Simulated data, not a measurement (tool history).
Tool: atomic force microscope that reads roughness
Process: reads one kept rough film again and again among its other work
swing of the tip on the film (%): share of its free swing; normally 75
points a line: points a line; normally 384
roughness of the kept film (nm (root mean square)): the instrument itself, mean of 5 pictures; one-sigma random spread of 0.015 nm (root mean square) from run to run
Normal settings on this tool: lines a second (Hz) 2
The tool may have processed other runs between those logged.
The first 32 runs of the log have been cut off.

run,hour,lines a second (Hz),swing of the tip on the film (%),points a line,roughness of the kept film (nm (root mean square))
33,800.5,1.5,78,513,3.739
34,815.2,3.22,67,513,3.738
# hour 818.4: new tip fitted
35,838.3,2.15,77,513,3.644
36,870.4,2,75,410,3.749
# hour 880.3: new tip fitted
37,894.2,2,72,262,3.76
38,917.2,2,72,262,3.819
# hour 942.2: new tip fitted
39,942.2,2,89,447,3.409
40,960.1,2,89,447,3.426
41,994.9,1.33,90,447,3.609
# hour 1005.4: new tip fitted
42,1019.5,0.52,78,522,3.954
43,1038.8,0.52,78,522,3.992
# hour 1067.7: new tip fitted
44,1071.5,1.84,75,384,3.756
45,1085.7,1.95,78,271,3.639
46,1102.3,1.94,56,468,3.974
# hour 1129: new tip fitted
47,1130.8,2.9,59,831,3.9
48,1148.1,0.5,87,831,3.912
49,1179.7,0.76,89,411,3.787
# hour 1189.9: new tip fitted
50,1200.5,3.95,72,384,3.51
51,1222,3.95,72,384,3.514
# hour 1252.4: new tip fitted
52,1256.4,3.95,72,384,3.522

Branching from run 52: 4 alternative next runs. What would each branch give?
A,1270.5,3.05,75,384,?
B,1270.5,3.95,72,818,?
C,1270.5,0.85,72,601,?
D,1270.5,1.18,75,384,?

run,roughness of the kept film (nm (root mean square))
A,3.56
B,3.486
C,3.964
D,3.863
What these runs would have given with no unlogged condition in the tool:
run,roughness of the kept film (nm (root mean square))
A,3.564
B,3.49
C,3.968
D,3.867

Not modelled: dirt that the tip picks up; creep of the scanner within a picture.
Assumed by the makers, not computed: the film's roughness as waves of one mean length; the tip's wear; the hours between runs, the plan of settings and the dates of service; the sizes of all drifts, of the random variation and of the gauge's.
